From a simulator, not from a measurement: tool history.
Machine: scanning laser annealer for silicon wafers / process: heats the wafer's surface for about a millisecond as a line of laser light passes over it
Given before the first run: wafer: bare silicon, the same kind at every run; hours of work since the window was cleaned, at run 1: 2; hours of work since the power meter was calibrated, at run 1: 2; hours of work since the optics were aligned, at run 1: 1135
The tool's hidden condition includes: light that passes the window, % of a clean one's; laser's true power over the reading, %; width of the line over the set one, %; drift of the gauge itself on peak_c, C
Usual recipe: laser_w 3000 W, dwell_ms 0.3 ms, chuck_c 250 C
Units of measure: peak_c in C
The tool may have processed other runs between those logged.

| run | hour | laser_w | dwell_ms | chuck_c | hours of work since the window was cleaned | hours of work since the power meter was calibrated | hours of work since the optics were aligned | peak_c |
|---|---|---|---|---|---|---|---|---|
| 1 | 0 | 3000 | 0.3 | 250 | 2 | 2 | 1135 | 979 |
| 2 | 13.8 | 3000 | 0.3 | 250 | 10 | 10 | 1143 | 977 |
| 3 | 28.7 | 3000 | 0.3 | 250 | 19 | 19 | 1152 | 973 |
| 4 | 38.1 | 2733 | 0.3 | 250 | 24 | 24 | 1158 | 906 |
| 5 | 52.9 | 2733 | 0.3 | 250 | 33 | 33 | 1167 | 903 |
| 6 | 59.5 | 2733 | 0.3 | 250 | 37 | 37 | 1171 | 900 |
| 7 | 74.7 | 3284 | 0.3 | 250 | 46 | 46 | 1180 | 1048 |
| 8 | 86.7 | 3284 | 0.3 | 250 | 53 | 53 | 1187 | 1046 |
| 9 | 100.3 | 3284 | 0.3 | 250 | 61 | 61 | 1195 | 1045 |
|  | 104.3 | laser's power meter calibrated |
| 10 | 112.3 | 3000 | 0.3 | 250 | 67 | 5 | 1200 | 971 |
| 11 | 123.2 | 3000 | 0.269 | 250 | 73 | 11 | 1207 | 931 |
| 12 | 132.1 | 3000 | 0.269 | 250 | 79 | 17 | 1212 | 927 |
| 13 | 144.2 | 3000 | 0.31 | 250 | 86 | 24 | 1219 | 977 |
| 14 | 158.8 | 3000 | 0.295 | 250 | 95 | 33 | 1228 | 959 |
| 15 | 171 | 3000 | 0.267 | 250 | 102 | 40 | 1235 | 923 |
| 16 | 182.2 | 3000 | 0.267 | 250 | 109 | 46 | 1242 | 923 |
|  | 197.3 | laser's power meter calibrated, once more |
| 17 | 199.3 | 2834 | 0.267 | 250 | 117 | 1 | 1251 | 884 |
| 18 | 208 | 3128 | 0.272 | 241 | 122 | 6 | 1256 | 951 |
| 19 | 214.6 | 2602 | 0.287 | 250 | 126 | 10 | 1260 | 848 |
| 20 | 221.5 | 2698 | 0.244 | 223 | 130 | 14 | 1264 | 795 |
| 21 | 235.3 | 2698 | 0.244 | 223 | 138 | 23 | 1272 | 795 |
| 22 | 249.4 | 2698 | 0.244 | 223 | 147 | 31 | 1280 | 797 |
| 23 | 256.5 | 2698 | 0.25 | 223 | 151 | 35 | 1285 | 801 |

What will run 24 give?
| 24 | 270.9 | 3061 | 0.259 | 255 | 160 | 44 | 1293 | ? |

{"run 24": {"peak_c": 931}}
With no hidden state in the tool, this same run would have given peak_c 952 C.
